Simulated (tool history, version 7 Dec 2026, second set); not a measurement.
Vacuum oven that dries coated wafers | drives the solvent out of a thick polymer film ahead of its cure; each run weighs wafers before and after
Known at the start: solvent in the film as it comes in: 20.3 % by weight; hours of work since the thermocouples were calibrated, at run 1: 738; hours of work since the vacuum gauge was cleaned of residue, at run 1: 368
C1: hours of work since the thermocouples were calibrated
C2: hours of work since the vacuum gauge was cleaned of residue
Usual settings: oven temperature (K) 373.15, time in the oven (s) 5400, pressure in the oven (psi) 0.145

Run 1, day 0: usual settings; C1 738; C2 368. Result: solvent left in the film (%) 1.724.
Run 2, day 1.417: usual settings; C1 754; C2 384. Result: solvent left in the film (%) 1.717.
Run 3, day 2.721: usual settings; C1 768; C2 399. Result: solvent left in the film (%) 1.722.
Run 4, day 3.742: usual settings but pressure in the oven (psi) 0.2; C1 780; C2 410. Result: solvent left in the film (%) 1.885.
Run 5, day 4.812: usual settings but pressure in the oven (psi) 0.2; C1 792; C2 422. Result: solvent left in the film (%) 1.899.
At day 5.888: oven's thermocouples calibrated.
Run 6, day 6.3: usual settings but oven temperature (K) 375.15, pressure in the oven (psi) 0.2; C1 5; C2 438. Result: solvent left in the film (%) 1.732.
Run 7, day 7.775: usual settings but oven temperature (K) 375.15, pressure in the oven (psi) 0.2; C1 21; C2 454. Result: solvent left in the film (%) 1.728.
Run 8, day 8.825: usual settings but oven temperature (K) 375.15, pressure in the oven (psi) 0.2; C1 33; C2 466. Result: solvent left in the film (%) 1.728.
Run 9, day 10.083: usual settings but oven temperature (K) 380.15; C1 47; C2 480. Result: solvent left in the film (%) 0.873.
Run 10, day 11.317: usual settings but oven temperature (K) 380.15; C1 61; C2 494. Result: solvent left in the film (%) 0.877.
Run 11, day 12.108: usual settings but oven temperature (K) 380.15; C1 70; C2 503. Result: solvent left in the film (%) 0.865.
Run 12, day 13.238: usual settings but oven temperature (K) 380.15, pressure in the oven (psi) 0.453; C1 82; C2 515. Result: solvent left in the film (%) 1.7.
Run 13, day 14.212: usual settings but time in the oven (s) 4140; C1 93; C2 526. Result: solvent left in the film (%) 2.985.
Run 14, day 15.612: usual settings but time in the oven (s) 4260; C1 109; C2 542. Result: solvent left in the film (%) 2.854.
Run 15, day 17.058: usual settings but oven temperature (K) 362.15; C1 125; C2 558. Result: solvent left in the film (%) 5.225.
Run 16, day 18.308: usual settings but oven temperature (K) 368.15, time in the oven (s) 5640, pressure in the oven (psi) 0.31; C1 139; C2 572. Result: solvent left in the film (%) 3.627.
Run 17, day 19.729: usual settings but oven temperature (K) 368.15, time in the oven (s) 5640, pressure in the oven (psi) 0.31; C1 155; C2 588. Result: solvent left in the film (%) 3.63.
Run 18, day 21.012: usual settings but oven temperature (K) 386.15, time in the oven (s) 5700; C1 169; C2 602. Result: solvent left in the film (%) 0.455.
Run 19, day 22.471: usual settings but oven temperature (K) 364.15, time in the oven (s) 3000, pressure in the oven (psi) 0.091; C1 186; C2 619. Result: solvent left in the film (%) 7.656.
Run 20, day 23.767: usual settings but oven temperature (K) 363.15, pressure in the oven (psi) 0.405; C1 200; C2 633. Result: solvent left in the film (%) 5.886.
Run 21, day 24.95: usual settings but oven temperature (K) 364.15, pressure in the oven (psi) 0.133; C1 213; C2 646. Result: solvent left in the film (%) 4.43.
Run 22, day 26.025: usual settings but oven temperature (K) 364.15, time in the oven (s) 6600, pressure in the oven (psi) 0.133; C1 225; C2 658. Result: solvent left in the film (%) 3.416.

Run 23 comes next. What will it give?
Run 23, day 26.796: usual settings but oven temperature (K) 385.15, time in the oven (s) 3480, pressure in the oven (psi) 0.255; C1 234; C2 667. Result: solvent left in the film (%) ?.

Run 23 gave solvent left in the film (%) 1.347.
Without the tool's hidden state the same run would have given solvent left in the film (%) 1.295.

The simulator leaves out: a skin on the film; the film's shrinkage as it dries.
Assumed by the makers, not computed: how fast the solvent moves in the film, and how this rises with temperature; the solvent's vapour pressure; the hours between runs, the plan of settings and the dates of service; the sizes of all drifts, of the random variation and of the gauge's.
